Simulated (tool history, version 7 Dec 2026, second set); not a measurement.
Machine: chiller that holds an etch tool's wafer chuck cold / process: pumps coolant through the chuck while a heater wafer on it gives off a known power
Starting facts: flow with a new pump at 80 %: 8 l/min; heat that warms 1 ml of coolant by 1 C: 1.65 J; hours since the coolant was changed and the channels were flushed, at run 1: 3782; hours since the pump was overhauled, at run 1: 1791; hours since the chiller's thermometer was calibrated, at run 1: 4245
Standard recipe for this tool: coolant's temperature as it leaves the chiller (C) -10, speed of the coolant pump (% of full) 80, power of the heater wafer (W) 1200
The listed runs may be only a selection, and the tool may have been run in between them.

run,hour,coolant's temperature as it leaves the chiller (C),speed of the coolant pump (% of full),power of the heater wafer (W),hours since the coolant was changed and the channels were flushed,hours since the pump was overhauled,hours since the chiller's thermometer was calibrated,chuck's temperature once it has settled (C),how much warmer the coolant comes back (C)
1,0.0,-10,80,1200,3782,1791,4245,-1.1,5.46
2,36.9,-10,80,1200,3819,1828,4282,-0.9,5.41
3,77.0,-10,80,1200,3859,1868,4322,-1.0,5.48
4,151.9,-1,80,1200,3934,1943,4397,8.0,5.50
5,201.4,-10,80,1200,3984,1992,4446,-1.1,5.53
6,286.2,-10,83,1200,4068,2077,4531,-1.4,5.31
7,348.6,-10,83,1200,4131,2139,4593,-1.5,5.36
8,440.2,-10,80,1200,4222,2231,4685,-1.1,5.44
9,509.9,-10,80,1200,4292,2301,4755,-1.1,5.53
10,578.3,-10,70,1200,4361,2369,4823,-0.1,6.40
11,621.1,-10,70,1200,4403,2412,4866,-0.3,6.33
12,709.2,-10,70,1200,4492,2500,4954,0.0,6.39
13,751.3,-10,80,1200,4534,2542,4996,-1.3,5.65
14,837.8,-10,80,1200,4620,2628,5083,-0.9,5.68
# hour 880.4: chiller's thermometer calibrated
15,889.0,-10,80,1200,4670,2679,9,-1.1,5.69
16,944.0,-10,80,1200,4725,2734,64,-1.1,5.70
17,1008.9,-10,80,1200,4790,2799,129,-1.0,5.72
18,1047.5,-10,85,663,4829,2837,167,-5.1,3.01
19,1091.7,-10,99,1751,4873,2881,211,1.3,6.62
20,1181.5,-10,80,773,4963,2971,301,-4.2,3.75
21,1254.4,-10,78,1200,5036,3044,374,-1.0,5.88
22,1306.0,-10,93,1200,5087,3096,426,-2.0,4.94
# hour 1340.9: gauge calibrated
23,1395.2,-16,94,1200,5177,3185,515,-8.1,4.64
24,1441.3,-16,94,1200,5223,3231,561,-8.0,4.67
25,1507.4,-16,66,1126,5289,3297,627,-6.3,6.22
26,1565.3,-19,66,666,5347,3355,685,-13.3,3.71
27,1629.0,-10,61,1200,5410,3419,749,1.0,7.28
28,1710.7,-10,61,1200,5492,3500,830,1.1,7.26
# hour 1780.2: coolant changed, channels flushed
29,1801.4,-16,80,1200,21,3585,915,-7.1,5.50
30,1848.6,-4,72,1120,68,3632,962,5.1,5.72
31,1886.9,-4,72,1551,107,3671,1001,8.6,7.96

Results per run with the tool's hidden condition removed, run-to-run variation unchanged:
The tool's hidden condition here consists of: heat passed by the chuck's channels, % of clean ones'; flow at a given pump speed, % of a new pump's; coolant's true temperature over the reading, C; drift of the gauge itself on chuck_c, C; drift of the gauge itself on warmer_back_c, C.
run,how much warmer the coolant comes back (C)
1,5.46
2,5.40
3,5.46
4,5.47
5,5.49
6,5.25
7,5.28
8,5.34
9,5.42
10,6.27
11,6.20
12,6.24
13,5.49
14,5.50
15,5.50
16,5.49
17,5.51
18,2.79
19,6.39
20,3.50
21,5.61
22,4.66
23,4.62
24,4.64
25,6.18
26,3.66
27,7.22
28,7.17
29,5.40
30,5.61
31,7.83
chuck's temperature once it has settled (C): within 0.1 of the measured result in every run.
